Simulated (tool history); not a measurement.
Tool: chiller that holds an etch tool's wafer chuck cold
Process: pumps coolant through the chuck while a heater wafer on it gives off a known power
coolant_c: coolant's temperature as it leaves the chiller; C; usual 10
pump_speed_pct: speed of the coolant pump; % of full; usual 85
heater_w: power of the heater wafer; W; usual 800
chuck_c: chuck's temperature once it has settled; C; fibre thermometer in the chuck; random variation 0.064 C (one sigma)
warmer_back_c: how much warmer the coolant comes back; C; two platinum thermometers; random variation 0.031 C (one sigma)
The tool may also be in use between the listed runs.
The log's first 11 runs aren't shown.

{"run": 12, "hour": 818.6, "coolant_c": 10, "pump_speed_pct": 85, "heater_w": 800, "chuck_c": 15.81, "warmer_back_c": 2.66}
{"run": 13, "hour": 887.2, "coolant_c": 10, "pump_speed_pct": 85, "heater_w": 800, "chuck_c": 15.88, "warmer_back_c": 2.71}
{"run": 14, "hour": 945.2, "coolant_c": 10, "pump_speed_pct": 85, "heater_w": 800, "chuck_c": 15.83, "warmer_back_c": 2.66}
{"run": 15, "hour": 991.5, "coolant_c": 10, "pump_speed_pct": 85, "heater_w": 1149, "chuck_c": 18.21, "warmer_back_c": 3.84}
{"run": 16, "hour": 1085.0, "coolant_c": 10, "pump_speed_pct": 85, "heater_w": 800, "chuck_c": 15.84, "warmer_back_c": 2.68}
{"run": 17, "hour": 1189.8, "coolant_c": 6, "pump_speed_pct": 81, "heater_w": 494, "chuck_c": 9.8, "warmer_back_c": 1.72}
{"run": 18, "hour": 1268.9, "coolant_c": 8, "pump_speed_pct": 81, "heater_w": 494, "chuck_c": 11.74, "warmer_back_c": 1.75}
{"run": 19, "hour": 1321.0, "coolant_c": 14, "pump_speed_pct": 81, "heater_w": 494, "chuck_c": 17.8, "warmer_back_c": 1.75}
{"hour": 1349.7, "done": "chiller's thermometer calibrated"}
{"run": 20, "hour": 1366.9, "coolant_c": 6, "pump_speed_pct": 73, "heater_w": 1123, "chuck_c": 14.9, "warmer_back_c": 4.46}
{"run": 21, "hour": 1441.7, "coolant_c": 0, "pump_speed_pct": 73, "heater_w": 641, "chuck_c": 5.2, "warmer_back_c": 2.46}
{"run": 22, "hour": 1505.1, "coolant_c": 8, "pump_speed_pct": 72, "heater_w": 653, "chuck_c": 13.3, "warmer_back_c": 2.58}
{"run": 23, "hour": 1555.6, "coolant_c": 2, "pump_speed_pct": 99, "heater_w": 884, "chuck_c": 7.94, "warmer_back_c": 2.54}
{"run": 24, "hour": 1605.8, "coolant_c": 2, "pump_speed_pct": 99, "heater_w": 884, "chuck_c": 8.07, "warmer_back_c": 2.51}
{"run": 25, "hour": 1652.0, "coolant_c": 2, "pump_speed_pct": 99, "heater_w": 884, "chuck_c": 8.03, "warmer_back_c": 2.53}
{"run": 26, "hour": 1755.0, "coolant_c": 2, "pump_speed_pct": 85, "heater_w": 1039, "chuck_c": 9.78, "warmer_back_c": 3.52}
{"run": 27, "hour": 1853.8, "coolant_c": 2, "pump_speed_pct": 85, "heater_w": 1039, "chuck_c": 9.73, "warmer_back_c": 3.44}
{"run": 28, "hour": 1928.4, "coolant_c": 2, "pump_speed_pct": 85, "heater_w": 1039, "chuck_c": 9.69, "warmer_back_c": 3.5}
{"run": 29, "hour": 1996.4, "coolant_c": 2, "pump_speed_pct": 73, "heater_w": 666, "chuck_c": 7.5, "warmer_back_c": 2.59}
{"run": 30, "hour": 2096.7, "coolant_c": 2, "pump_speed_pct": 73, "heater_w": 666, "chuck_c": 7.37, "warmer_back_c": 2.64}
{"run": 31, "hour": 2144.9, "coolant_c": 10, "pump_speed_pct": 86, "heater_w": 846, "chuck_c": 16.16, "warmer_back_c": 2.86}
{"run": 32, "hour": 2241.3, "coolant_c": 10, "pump_speed_pct": 82, "heater_w": 846, "chuck_c": 16.49, "warmer_back_c": 2.93}

4 ways to go on from here, each from the tool as it stands after run 32. What would each give?
{"run": "A", "hour": 2284.7, "coolant_c": 18, "pump_speed_pct": 82, "heater_w": 820, "chuck_c": "?", "warmer_back_c": "?"}
{"run": "B", "hour": 2284.7, "coolant_c": 19, "pump_speed_pct": 88, "heater_w": 908, "chuck_c": "?", "warmer_back_c": "?"}
{"run": "C", "hour": 2284.7, "coolant_c": 10, "pump_speed_pct": 85, "heater_w": 522, "chuck_c": "?", "warmer_back_c": "?"}
{"run": "D", "hour": 2284.7, "coolant_c": 15, "pump_speed_pct": 85, "heater_w": 800, "chuck_c": "?", "warmer_back_c": "?"}

run=A chuck_c=24.26 warmer_back_c=2.9
run=B chuck_c=25.68 warmer_back_c=2.96
run=C chuck_c=14.02 warmer_back_c=1.73
run=D chuck_c=20.87 warmer_back_c=2.68
Without the tool's hidden state the same runs would have given:
run=A chuck_c=23.93 warmer_back_c=2.89
run=B chuck_c=25.34 warmer_back_c=2.96
run=C chuck_c=13.69 warmer_back_c=1.73
run=D chuck_c=20.53 warmer_back_c=2.67
